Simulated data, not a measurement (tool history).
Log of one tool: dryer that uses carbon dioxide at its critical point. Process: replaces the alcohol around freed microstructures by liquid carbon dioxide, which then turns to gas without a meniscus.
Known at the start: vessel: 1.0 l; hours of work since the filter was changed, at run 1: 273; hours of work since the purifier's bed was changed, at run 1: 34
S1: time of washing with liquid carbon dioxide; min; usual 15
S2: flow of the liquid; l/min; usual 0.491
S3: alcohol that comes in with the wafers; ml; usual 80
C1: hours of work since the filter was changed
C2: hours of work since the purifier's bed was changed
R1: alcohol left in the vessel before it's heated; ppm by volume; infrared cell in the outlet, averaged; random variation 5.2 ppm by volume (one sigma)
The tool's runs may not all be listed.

{"run": 1, "hour": 0.0, "S1": 15, "S2": 0.491, "S3": 80, "C1": 273, "C2": 34, "R1": 137}
{"run": 2, "hour": 6.8, "S1": 15, "S2": 0.491, "S3": 80, "C1": 276, "C2": 37, "R1": 143}
{"run": 3, "hour": 17.4, "S1": 15, "S2": 0.491, "S3": 80, "C1": 281, "C2": 41, "R1": 138}
{"run": 4, "hour": 26.3, "S1": 15, "S2": 0.491, "S3": 64, "C1": 285, "C2": 45, "R1": 117}
{"run": 5, "hour": 33.1, "S1": 15, "S2": 0.491, "S3": 26, "C1": 287, "C2": 48, "R1": 69}
{"run": 6, "hour": 43.6, "S1": 15, "S2": 0.491, "S3": 26, "C1": 292, "C2": 53, "R1": 67}
{"run": 7, "hour": 51.4, "S1": 15, "S2": 0.491, "S3": 80, "C1": 295, "C2": 56, "R1": 151}
{"run": 8, "hour": 64.8, "S1": 15, "S2": 0.491, "S3": 80, "C1": 301, "C2": 62, "R1": 149}
{"run": 9, "hour": 73.4, "S1": 15, "S2": 0.491, "S3": 80, "C1": 305, "C2": 65, "R1": 157}
{"run": 10, "hour": 81.9, "S1": 15, "S2": 0.491, "S3": 80, "C1": 308, "C2": 69, "R1": 161}
{"run": 11, "hour": 88.4, "S1": 15, "S2": 0.491, "S3": 80, "C1": 311, "C2": 72, "R1": 162}
{"run": 12, "hour": 100.3, "S1": 15, "S2": 0.491, "S3": 80, "C1": 316, "C2": 77, "R1": 167}
{"hour": 109.6, "done": "inlet filter changed"}
{"run": 13, "hour": 114.5, "S1": 15, "S2": 0.491, "S3": 35, "C1": 2, "C2": 83, "R1": 88}
{"run": 14, "hour": 126.0, "S1": 15, "S2": 0.491, "S3": 80, "C1": 7, "C2": 87, "R1": 129}
{"run": 15, "hour": 140.0, "S1": 15, "S2": 0.491, "S3": 80, "C1": 13, "C2": 93, "R1": 136}

Forecast run 16:
{"run": 16, "hour": 146.0, "S1": 9, "S2": 0.491, "S3": 80, "C1": 16, "C2": 96, "R1": "?"}

{"run 16": {"R1": 1382}}
Were there no unlogged condition in the tool, this run, its random variation unchanged, would have produced R1 1300 ppm by volume.

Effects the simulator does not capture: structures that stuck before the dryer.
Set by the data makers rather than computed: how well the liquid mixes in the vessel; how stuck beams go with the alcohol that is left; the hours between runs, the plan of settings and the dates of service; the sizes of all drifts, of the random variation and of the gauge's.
